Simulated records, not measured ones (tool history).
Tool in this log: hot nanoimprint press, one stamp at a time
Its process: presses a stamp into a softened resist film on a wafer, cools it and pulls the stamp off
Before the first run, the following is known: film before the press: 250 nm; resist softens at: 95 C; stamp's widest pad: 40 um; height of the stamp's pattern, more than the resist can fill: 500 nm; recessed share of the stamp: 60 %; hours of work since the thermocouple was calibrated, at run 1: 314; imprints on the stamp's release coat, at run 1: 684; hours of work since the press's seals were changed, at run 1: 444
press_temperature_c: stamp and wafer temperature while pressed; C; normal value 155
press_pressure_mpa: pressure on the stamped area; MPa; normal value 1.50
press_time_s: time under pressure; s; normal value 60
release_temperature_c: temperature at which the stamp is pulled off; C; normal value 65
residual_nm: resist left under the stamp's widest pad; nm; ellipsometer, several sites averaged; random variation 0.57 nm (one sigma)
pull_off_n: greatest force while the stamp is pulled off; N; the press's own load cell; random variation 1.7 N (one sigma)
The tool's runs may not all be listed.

| run | day | press_temperature_c | press_pressure_mpa | press_time_s | release_temperature_c | hours of work since the thermocouple was calibrated | imprints on the stamp's release coat | hours of work since the press's seals were changed | residual_nm | pull_off_n |
|---|---|---|---|---|---|---|---|---|---|---|
| 1 | 0.000 | 155 | 1.50 | 60 | 65 | 314 | 684 | 444 | 108.0 | 98 |
| 2 | 0.667 | 155 | 1.50 | 60 | 65 | 324 | 738 | 454 | 108.2 | 98 |
|  | 1.542 | plate thermocouple calibrated |
| 3 | 1.783 | 155 | 1.50 | 60 | 66 | 4 | 819 | 469 | 107.0 | 95 |
| 4 | 2.796 | 155 | 1.50 | 60 | 66 | 19 | 901 | 484 | 107.6 | 96 |
| 5 | 3.304 | 155 | 1.50 | 60 | 66 | 26 | 942 | 492 | 106.7 | 93 |
| 6 | 3.996 | 155 | 1.50 | 60 | 66 | 37 | 998 | 502 | 107.4 | 97 |
| 7 | 4.825 | 155 | 1.50 | 60 | 66 | 49 | 1066 | 514 | 107.5 | 93 |
| 8 | 5.475 | 155 | 1.50 | 60 | 66 | 59 | 1119 | 524 | 106.6 | 93 |
| 9 | 6.471 | 155 | 1.50 | 60 | 66 | 74 | 1200 | 539 | 107.6 | 92 |
| 10 | 7.171 | 155 | 1.50 | 60 | 66 | 84 | 1257 | 550 | 107.3 | 94 |
|  | 7.821 | stamp cleaned and given a new release coat |
| 11 | 8.079 | 155 | 1.50 | 60 | 65 | 94 | 21 | 559 | 106.7 | 95 |
| 12 | 8.633 | 155 | 1.50 | 60 | 65 | 102 | 66 | 568 | 106.8 | 94 |
| 13 | 9.112 | 155 | 1.50 | 41 | 65 | 110 | 105 | 575 | 121.7 | 93 |
| 14 | 9.742 | 155 | 1.50 | 60 | 65 | 119 | 156 | 584 | 106.9 | 95 |
| 15 | 10.683 | 155 | 1.50 | 60 | 65 | 133 | 232 | 598 | 106.2 | 95 |
| 16 | 11.488 | 155 | 1.32 | 60 | 54 | 145 | 298 | 611 | 113.9 | 119 |
| 17 | 11.962 | 150 | 1.05 | 37 | 70 | 152 | 336 | 618 | 174.3 | 84 |
| 18 | 12.571 | 155 | 1.50 | 116 | 52 | 161 | 386 | 627 | 84.4 | 124 |
| 19 | 13.104 | 155 | 1.50 | 116 | 52 | 169 | 429 | 635 | 84.0 | 129 |
| 20 | 13.912 | 155 | 1.50 | 65 | 65 | 181 | 495 | 647 | 103.7 | 93 |
| 21 | 14.429 | 157 | 1.86 | 33 | 67 | 189 | 537 | 655 | 107.8 | 90 |
| 22 | 14.867 | 157 | 1.86 | 33 | 67 | 196 | 572 | 661 | 107.3 | 91 |
| 23 | 15.542 | 157 | 1.86 | 33 | 67 | 206 | 627 | 671 | 107.6 | 93 |
| 24 | 16.233 | 157 | 1.86 | 33 | 67 | 216 | 683 | 682 | 106.9 | 91 |
| 25 | 16.904 | 148 | 2.08 | 72 | 60 | 226 | 738 | 692 | 113.6 | 107 |
| 26 | 17.862 | 148 | 2.08 | 72 | 60 | 241 | 816 | 706 | 112.6 | 108 |
| 27 | 18.321 | 162 | 2.14 | 72 | 57 | 247 | 853 | 713 | 61.0 | 114 |
| 28 | 19.158 | 155 | 0.91 | 81 | 65 | 260 | 921 | 725 | 124.9 | 97 |
| 29 | 19.883 | 155 | 1.61 | 81 | 65 | 271 | 980 | 736 | 92.4 | 95 |

Forecast each of these 5 alternatives for the next run:
| A | 20.750 | 162 | 1.07 | 60 | 53 | 284 | 1050 | 749 | ? | ? |
| B | 20.750 | 160 | 1.50 | 31 | 51 | 284 | 1050 | 749 | ? | ? |
| C | 20.750 | 155 | 0.96 | 60 | 65 | 284 | 1050 | 749 | ? | ? |
| D | 20.750 | 157 | 1.50 | 37 | 71 | 284 | 1050 | 749 | ? | ? |
| E | 20.750 | 151 | 1.50 | 65 | 68 | 284 | 1050 | 749 | ? | ? |

| run | residual_nm | pull_off_n |
|---|---|---|
| A | 96.6 | 119 |
| B | 110.5 | 132 |
| C | 132.7 | 96 |
| D | 115.6 | 83 |
| E | 121.0 | 88 |
Without the tool's hidden state the same runs would have given:
| run | residual_nm | pull_off_n |
|---|---|---|
| A | 98.1 | 118 |
| B | 112.2 | 130 |
| C | 134.9 | 95 |
| D | 117.4 | 82 |
| E | 122.9 | 87 |
